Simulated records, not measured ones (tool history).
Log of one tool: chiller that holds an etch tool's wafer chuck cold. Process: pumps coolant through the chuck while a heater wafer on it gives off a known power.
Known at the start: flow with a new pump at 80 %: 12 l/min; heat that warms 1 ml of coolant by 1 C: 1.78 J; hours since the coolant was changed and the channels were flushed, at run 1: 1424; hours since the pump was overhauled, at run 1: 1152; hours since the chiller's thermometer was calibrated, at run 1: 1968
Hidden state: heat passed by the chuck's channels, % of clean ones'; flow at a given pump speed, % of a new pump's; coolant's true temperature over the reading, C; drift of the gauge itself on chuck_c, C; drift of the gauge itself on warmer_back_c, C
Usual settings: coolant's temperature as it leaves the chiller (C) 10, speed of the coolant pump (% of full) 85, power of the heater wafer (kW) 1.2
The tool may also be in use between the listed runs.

run    hour  coolant's temperature as it leaves the chiller (C)  speed of the coolant pump (% of full)  power of the heater wafer (kW)  hours since the coolant was changed and the channels were flushed  hours since the pump was overhauled  hours since the chiller's thermometer was calibrated  chuck's temperature once it has settled (C)  how much warmer the coolant comes back (C)
  1       0                                                  10                                     85                             1.2                                                               1424                                 1152                                                  1968                                         17.6                                        3.23
  2    27.4                                                  10                                     85                             1.2                                                               1451                                 1179                                                  1995                                         17.5                                        3.25
  3    58.8                                                  10                                     85                             1.2                                                               1483                                 1211                                                  2027                                         17.4                                        3.21
  4    94.6                                                  10                                     85                             1.2                                                               1518                                 1247                                                  2062                                         17.5                                        3.29
  5   133.5                                                  10                                     85                             1.2                                                               1557                                 1286                                                  2101                                         17.6                                        3.27
  6   178.2                                                  10                                     85                             1.2                                                               1602                                 1330                                                  2146                                         17.8                                        3.29
  7   212.3                                                  10                                     85                             1.2                                                               1636                                 1364                                                  2180                                         17.5                                        3.29
  8   258.8                                                  10                                     85                             1.2                                                               1683                                 1411                                                  2226                                         17.7                                        3.22
  9   294.1                                                  10                                     85                             1.2                                                               1718                                 1446                                                  2262                                         17.6                                        3.25
 10   340.4                                                  10                                     85                             1.2                                                               1764                                 1492                                                  2308                                         17.6                                        3.23
 11   382.5                                                  10                                     85                             1.2                                                               1806                                 1535                                                  2350                                         17.8                                        3.27
 12   428.4                                                  10                                     85                             1.2                                                               1852                                 1580                                                  2396                                         17.6                                        3.29
 13   460.5                                                  10                                     85                            0.79                                                               1884                                 1612                                                  2428                                         14.9                                         2.1
 14   504.8                                                  10                                     85                            0.79                                                               1929                                 1657                                                  2473                                           15                                        2.18
 15     548                                                  10                                     85                           1.387                                                               1972                                 1700                                                  2516                                         18.9                                        3.77
 16   595.6                                                  10                                     85                             1.2                                                               2019                                 1748                                                  2563                                         17.7                                        3.28
 17   636.6                                                  10                                     85                             1.2                                                               2061                                 1789                                                  2604                                         17.8                                        3.29
 18     665                                                  10                                     85                             1.2                                                               2089                                 1817                                                  2633                                         17.8                                        3.27
 19   712.9                                                  10                                     85                             1.2                                                               2137                                 1865                                                  2681                                         17.5                                        3.24
 20   758.1                                                  10                                     70                           0.692                                                               2182                                 1910                                                  2726                                         14.9                                        2.24
 21   794.8                                                   6                                     96                           1.453                                                               2219                                 1947                                                  2763                                         14.7                                        3.51
 22   817.2                                                   6                                     96                           1.453                                                               2241                                 1969                                                  2785                                         14.9                                        3.49
 23   838.3                                                   5                                     98                           1.006                                                               2262                                 1990                                                  2806                                         10.8                                        2.42
 24   867.9                                                   3                                     71                             1.2                                                               2292                                 2020                                                  2836                                         11.7                                        3.88
 25   910.7                                                   0                                     95                           1.622                                                               2335                                 2063                                                  2878                                          9.6                                        4.01
 26   940.4                                                   2                                     85                           1.773                                                               2364                                 2092                                                  2908                                         13.6                                        4.86
 27   978.6                                                  11                                     91                             1.2                                                               2403                                 2131                                                  2946                                         18.3                                        3.07
 28  1005.8                                                  15                                     60                           1.017                                                               2430                                 2158                                                  2974                                           23                                        3.85
 29  1049.4                                                  11                                     65                           0.845                                                               2473                                 2201                                                  3017                                         17.4                                        2.97
 30  1071.8                                                   9                                     91                           1.407                                                               2496                                 2224                                                  3039                                         17.7                                        3.57
 31  1104.1                                                   5                                     68                           0.733                                                               2528                                 2256                                                  3072                                         10.3                                         2.5

Measured less the same run without the tool's hidden state. The same run-to-run variation is in both; the gauge's scatter may not be:
run  how much warmer the coolant comes back (C)
  1                                       +0.05
  2                                       +0.04
  3                                       +0.05
  4                                       +0.05
  5                                       +0.05
  6                                       +0.05
  7                                       +0.06
  8                                       +0.06
  9                                       +0.06
 10                                       +0.06
 11                                       +0.06
 12                                       +0.07
 13                                       +0.04
 14                                       +0.05
 15                                       +0.09
 16                                       +0.08
 17                                       +0.08
 18                                       +0.07
 19                                       +0.08
 20                                       +0.06
 21                                       +0.09
 22                                       +0.09
 23                                       +0.06
 24                                        +0.1
 25                                       +0.11
 26                                       +0.14
 27                                       +0.08
 28                                       +0.11
 29                                       +0.09
 30                                       +0.11
 31                                       +0.08
chuck's temperature once it has settled (C): within 0.3 of the measured result in every run.

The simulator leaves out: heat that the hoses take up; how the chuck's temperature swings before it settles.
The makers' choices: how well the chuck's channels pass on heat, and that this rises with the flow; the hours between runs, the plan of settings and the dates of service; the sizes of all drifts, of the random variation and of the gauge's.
